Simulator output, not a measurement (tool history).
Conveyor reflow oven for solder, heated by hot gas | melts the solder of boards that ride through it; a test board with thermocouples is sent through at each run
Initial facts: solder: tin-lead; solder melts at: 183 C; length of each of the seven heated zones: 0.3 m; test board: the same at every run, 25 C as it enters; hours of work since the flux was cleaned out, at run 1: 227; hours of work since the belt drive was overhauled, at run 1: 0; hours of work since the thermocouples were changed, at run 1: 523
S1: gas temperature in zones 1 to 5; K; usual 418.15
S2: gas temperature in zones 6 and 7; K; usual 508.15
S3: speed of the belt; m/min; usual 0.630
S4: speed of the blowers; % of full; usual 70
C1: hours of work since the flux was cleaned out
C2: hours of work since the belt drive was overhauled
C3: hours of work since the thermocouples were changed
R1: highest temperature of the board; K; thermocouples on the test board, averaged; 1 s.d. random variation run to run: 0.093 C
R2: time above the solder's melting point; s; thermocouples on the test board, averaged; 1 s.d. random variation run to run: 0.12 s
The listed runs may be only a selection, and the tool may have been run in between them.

{"run": 1, "hour": 0.0, "S1": 418.15, "S2": 508.15, "S3": 0.63, "S4": 70, "C1": 227, "C2": 0, "C3": 523, "R1": 491.77, "R2": 45.2}
{"hour": 20.1, "done": "thermocouples of zones 6 and 7 changed"}
{"run": 2, "hour": 40.8, "S1": 417.15, "S2": 508.15, "S3": 0.63, "S4": 70, "C1": 254, "C2": 26, "C3": 14, "R1": 490.4, "R2": 44.3}
{"run": 3, "hour": 59.0, "S1": 417.15, "S2": 508.15, "S3": 0.63, "S4": 70, "C1": 266, "C2": 39, "C3": 26, "R1": 490.27, "R2": 43.9}
{"run": 4, "hour": 79.0, "S1": 417.15, "S2": 508.15, "S3": 0.63, "S4": 70, "C1": 280, "C2": 52, "C3": 40, "R1": 490.3, "R2": 43.9}
{"run": 5, "hour": 104.8, "S1": 417.15, "S2": 517.15, "S3": 0.63, "S4": 70, "C1": 297, "C2": 70, "C3": 58, "R1": 497.53, "R2": 47.7}
{"run": 6, "hour": 133.5, "S1": 418.15, "S2": 508.15, "S3": 0.63, "S4": 70, "C1": 317, "C2": 89, "C3": 77, "R1": 490.44, "R2": 44.3}
{"run": 7, "hour": 165.1, "S1": 418.15, "S2": 508.15, "S3": 0.63, "S4": 70, "C1": 338, "C2": 111, "C3": 98, "R1": 490.28, "R2": 44.3}
{"run": 8, "hour": 192.5, "S1": 418.15, "S2": 508.15, "S3": 0.63, "S4": 70, "C1": 357, "C2": 129, "C3": 117, "R1": 490.35, "R2": 44.3}
{"run": 9, "hour": 220.2, "S1": 418.15, "S2": 508.15, "S3": 0.63, "S4": 70, "C1": 376, "C2": 148, "C3": 136, "R1": 490.23, "R2": 44.3}
{"run": 10, "hour": 250.4, "S1": 418.15, "S2": 508.15, "S3": 0.63, "S4": 70, "C1": 396, "C2": 169, "C3": 156, "R1": 490.19, "R2": 44.2}
{"run": 11, "hour": 276.9, "S1": 418.15, "S2": 506.15, "S3": 0.63, "S4": 70, "C1": 414, "C2": 187, "C3": 174, "R1": 488.41, "R2": 43.4}
{"run": 12, "hour": 306.7, "S1": 418.15, "S2": 508.15, "S3": 0.63, "S4": 70, "C1": 434, "C2": 207, "C3": 195, "R1": 490.04, "R2": 44.3}
{"run": 13, "hour": 341.1, "S1": 418.15, "S2": 508.15, "S3": 0.63, "S4": 70, "C1": 458, "C2": 230, "C3": 218, "R1": 490.07, "R2": 44.2}
{"hour": 363.6, "done": "flux residue cleaned out of gas plates and filters"}
{"run": 14, "hour": 365.9, "S1": 418.15, "S2": 508.15, "S3": 0.63, "S4": 70, "C1": 2, "C2": 244, "C3": 232, "R1": 489.44, "R2": 43.6}
{"run": 15, "hour": 392.8, "S1": 418.15, "S2": 508.15, "S3": 0.63, "S4": 70, "C1": 20, "C2": 262, "C3": 250, "R1": 489.47, "R2": 43.8}
{"run": 16, "hour": 427.5, "S1": 432.15, "S2": 508.15, "S3": 0.63, "S4": 70, "C1": 43, "C2": 286, "C3": 273, "R1": 492.3, "R2": 50.7}
{"run": 17, "hour": 454.7, "S1": 432.15, "S2": 516.15, "S3": 0.737, "S4": 70, "C1": 62, "C2": 304, "C3": 292, "R1": 493.4, "R2": 43.3}
{"run": 18, "hour": 486.1, "S1": 432.15, "S2": 516.15, "S3": 0.737, "S4": 70, "C1": 83, "C2": 326, "C3": 313, "R1": 493.45, "R2": 43.0}
{"run": 19, "hour": 517.9, "S1": 423.15, "S2": 511.15, "S3": 0.686, "S4": 70, "C1": 105, "C2": 347, "C3": 335, "R1": 489.83, "R2": 41.5}
{"hour": 556.4, "done": "flux residue cleaned out of gas plates and filters, once more"}
{"run": 20, "hour": 557.5, "S1": 418.15, "S2": 508.15, "S3": 0.638, "S4": 83, "C1": 1, "C2": 371, "C3": 358, "R1": 495.42, "R2": 47.3}
{"run": 21, "hour": 581.8, "S1": 418.15, "S2": 508.15, "S3": 0.638, "S4": 83, "C1": 17, "C2": 387, "C3": 375, "R1": 495.19, "R2": 47.3}
{"run": 22, "hour": 620.9, "S1": 406.15, "S2": 518.15, "S3": 0.56, "S4": 54, "C1": 44, "C2": 414, "C3": 401, "R1": 498.73, "R2": 51.7}
{"run": 23, "hour": 655.7, "S1": 419.15, "S2": 518.15, "S3": 0.56, "S4": 51, "C1": 67, "C2": 437, "C3": 425, "R1": 500.15, "R2": 56.3}
{"run": 24, "hour": 690.6, "S1": 418.15, "S2": 520.15, "S3": 0.63, "S4": 55, "C1": 91, "C2": 461, "C3": 449, "R1": 498.6, "R2": 48.9}
{"run": 25, "hour": 713.6, "S1": 418.15, "S2": 520.15, "S3": 0.63, "S4": 55, "C1": 107, "C2": 477, "C3": 464, "R1": 498.62, "R2": 48.9}
{"run": 26, "hour": 754.1, "S1": 418.15, "S2": 520.15, "S3": 0.63, "S4": 55, "C1": 134, "C2": 504, "C3": 492, "R1": 498.47, "R2": 48.8}
{"run": 27, "hour": 774.2, "S1": 409.15, "S2": 506.15, "S3": 0.531, "S4": 55, "C1": 148, "C2": 518, "C3": 506, "R1": 490.82, "R2": 51.1}
{"run": 28, "hour": 794.6, "S1": 409.15, "S2": 500.15, "S3": 0.563, "S4": 55, "C1": 162, "C2": 532, "C3": 519, "R1": 484.04, "R2": 43.0}
{"hour": 820.8, "done": "thermocouples of zones 6 and 7 changed"}
{"run": 29, "hour": 835.8, "S1": 409.15, "S2": 500.15, "S3": 0.563, "S4": 55, "C1": 189, "C2": 558, "C3": 10, "R1": 482.65, "R2": 42.0}
{"run": 30, "hour": 870.1, "S1": 404.15, "S2": 500.15, "S3": 0.583, "S4": 55, "C1": 212, "C2": 582, "C3": 34, "R1": 480.38, "R2": 36.9}
{"run": 31, "hour": 902.4, "S1": 404.15, "S2": 500.15, "S3": 0.583, "S4": 55, "C1": 234, "C2": 604, "C3": 55, "R1": 480.47, "R2": 37.0}
{"run": 32, "hour": 920.4, "S1": 404.15, "S2": 521.15, "S3": 0.588, "S4": 68, "C1": 246, "C2": 616, "C3": 68, "R1": 501.52, "R2": 50.6}

Hidden state at the last listed run before each entry between runs and at the first one after, where it differs:
Runs 1 to 2: thermocouples of zones 6 and 7 changed (hour 20.1)
  heat that the gas passes to the board, % of a clean oven's: 94.5 -> 94; belt's true speed, % of the reading: 99.96 -> 99.89; true gas temperature in zones 6 and 7 over the reading, C: 1.53 -> 0
  what was measured, less what the result would be without the hidden state, R1: -0.18 -> -1.59 K; R2: -0.2 -> -1.1 s
Runs 13 to 14: flux residue cleaned out of gas plates and filters (hour 363.6)
  heat that the gas passes to the board, % of a clean oven's: 90.1 -> 88.4; belt's true speed, % of the reading: 99.38 -> 99.35; true gas temperature in zones 6 and 7 over the reading, C: 0.61 -> 0.65
  what was measured, less what the result would be without the hidden state, R1: -2.04 -> -2.52 K; R2: -1.2 -> -1.6 s
Runs 19 to 20: flux residue cleaned out of gas plates and filters, once more (hour 556.4)
  heat that the gas passes to the board, % of a clean oven's: 86.6 -> 99.3; belt's true speed, % of the reading: 99.1 -> 99.04; true gas temperature in zones 6 and 7 over the reading, C: 0.97 -> 1.04
  what was measured, less what the result would be without the hidden state, R1: -3.00 -> +0.99 K; R2: -1.6 -> +1.0 s
Runs 28 to 29: thermocouples of zones 6 and 7 changed (hour 820.8)
  heat that the gas passes to the board, % of a clean oven's: 96.1 -> 95.6; belt's true speed, % of the reading: 98.65 -> 98.59; true gas temperature in zones 6 and 7 over the reading, C: 1.55 -> 0
  what was measured, less what the result would be without the hidden state, R1: +0.85 -> -0.54 K; R2: +1.1 -> +0.1 s
